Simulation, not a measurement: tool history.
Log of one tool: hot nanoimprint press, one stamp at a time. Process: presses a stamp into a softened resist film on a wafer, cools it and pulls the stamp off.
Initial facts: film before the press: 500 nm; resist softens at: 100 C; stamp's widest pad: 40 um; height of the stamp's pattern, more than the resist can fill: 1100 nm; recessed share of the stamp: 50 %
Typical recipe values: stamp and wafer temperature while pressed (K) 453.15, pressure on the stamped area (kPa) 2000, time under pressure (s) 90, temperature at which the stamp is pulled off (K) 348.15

run,hour,stamp and wafer temperature while pressed (K),pressure on the stamped area (kPa),time under pressure (s),temperature at which the stamp is pulled off (K),resist left under the stamp's widest pad (Å),greatest force while the stamp is pulled off (N)
1,0,453.15,2000,90,348.15,2824,243
2,21.5,453.15,2000,90,348.15,2837,239
3,33.7,453.15,2000,90,348.15,2810,236
4,46.1,453.15,1690,90,348.15,3008,238
5,64.6,453.15,1690,90,348.15,3016,237
6,76.1,453.15,2000,90,346.15,2834,247
# hour 91.4: stamp cleaned and given a new release coat
7,100.7,453.15,2000,90,346.15,2811,242
8,111.8,453.15,2000,90,348.15,2815,230
9,134.1,453.15,2000,90,348.15,2823,229
10,150,453.15,2000,90,348.15,2808,228
11,164.7,453.15,2000,90,340.15,2810,262
12,175.4,453.15,2000,97,340.15,2723,254
13,193.5,453.15,2000,97,340.15,2755,248
14,212.9,453.15,2000,90,348.15,2795,224
15,228.6,453.15,2000,90,348.15,2801,232
16,252.2,453.15,2000,90,348.15,2803,231
17,274.4,464.15,2000,53,348.15,2534,231
18,284.9,446.15,2000,70,348.15,3528,232
19,304.5,462.15,1720,112,334.15,2188,273
20,328.6,453.15,2000,90,335.15,2778,275

The next listed run, before its measurement:
21,350.2,453.15,2360,90,348.15,?,?

resist left under the stamp's widest pad (Å): 2599
greatest force while the stamp is pulled off (N): 234
On a tool with no hidden condition, and with the same random variation, this run would have come out at resist left under the stamp's widest pad (Å) 2633, greatest force while the stamp is pulled off (N) 234.
